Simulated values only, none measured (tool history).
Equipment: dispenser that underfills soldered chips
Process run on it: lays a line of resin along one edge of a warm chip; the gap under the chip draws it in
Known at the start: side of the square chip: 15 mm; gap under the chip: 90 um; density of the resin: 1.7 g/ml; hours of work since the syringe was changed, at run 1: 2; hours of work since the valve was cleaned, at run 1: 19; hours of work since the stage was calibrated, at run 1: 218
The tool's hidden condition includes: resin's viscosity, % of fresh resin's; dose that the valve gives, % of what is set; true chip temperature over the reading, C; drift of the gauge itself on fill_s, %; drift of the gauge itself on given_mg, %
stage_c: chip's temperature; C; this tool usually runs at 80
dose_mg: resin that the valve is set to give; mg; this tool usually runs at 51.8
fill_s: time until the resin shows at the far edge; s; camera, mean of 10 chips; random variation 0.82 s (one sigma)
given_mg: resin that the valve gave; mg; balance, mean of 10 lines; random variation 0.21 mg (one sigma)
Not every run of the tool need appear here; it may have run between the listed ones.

run	hour	stage_c	dose_mg	hours of work since the syringe was changed	hours of work since the valve was cleaned	hours of work since the stage was calibrated	fill_s	given_mg
1	0	80	51.8	2	19	218	93.5	50.48
# hour 15.2: new syringe of resin
2	18	80	54	2	30	229	91.9	52.97
# hour 34.4: new syringe of resin
3	34.8	80	66.1	0	40	239	78.9	64.08
4	52	87	51.8	11	51	250	137.3	50.32
# hour 53.2: new syringe of resin
5	64.7	80	53.4	7	59	258	137.9	51.68
# hour 66.8: dispensing valve cleaned and set on the balance
# hour 73.5: new syringe of resin
6	80.6	80	53.4	4	8	267	111.6	53.52
# hour 92.8: new syringe of resin
7	93.7	80	64.3	1	16	275	81	64.12
8	104.1	80	51.8	7	23	281	130.5	51.46
# hour 112.2: new syringe of resin
9	117.6	80	66	3	31	289	100.4	65.2
# hour 131.4: new syringe of resin
10	134.8	70	46	2	41	300	143.7	45.19
11	145.6	67	56.4	9	48	307	263.8	55.29
# hour 150.6: new syringe of resin
12	153.7	74	56.5	2	53	311	115.7	55.03
# hour 164.5: dispensing valve cleaned and set on the balance
13	168.9	74	56.5	11	3	320	218.5	56.21
# hour 170.8: new syringe of resin
14	177.6	74	54.8	4	8	325	139.9	54.7
15	188.3	75	61.3	11	15	332	216.7	60.85
# hour 189.9: new syringe of resin
16	198.5	73	58.6	5	21	338	155.1	58.36

Predict each of these 5 candidate next runs independently; none follows another, all start after run 16:
# hour 208.6: new syringe of resin
A	212.7	81	44.5	2	29	347	?	?
# hour 208.6: new syringe of resin
B	212.7	90	48.1	2	29	347	?	?
# hour 208.6: new syringe of resin
C	212.7	92	55.4	2	29	347	?	?
# hour 208.6: new syringe of resin
D	212.7	71	51.8	2	29	347	?	?
# hour 208.6: new syringe of resin
E	212.7	80	66.9	2	29	347	?	?

run	fill_s	given_mg
A	97.7	43.75
B	67.3	47.49
C	60.5	54.96
D	137.1	51.2
E	97.6	66.34
The same runs, with their run-to-run variation unchanged, on a tool lacking any hidden condition would have given:
run	fill_s	given_mg
A	77	44.3
B	53.3	48.09
C	47.9	55.65
D	107.8	51.84
E	77.2	67.18

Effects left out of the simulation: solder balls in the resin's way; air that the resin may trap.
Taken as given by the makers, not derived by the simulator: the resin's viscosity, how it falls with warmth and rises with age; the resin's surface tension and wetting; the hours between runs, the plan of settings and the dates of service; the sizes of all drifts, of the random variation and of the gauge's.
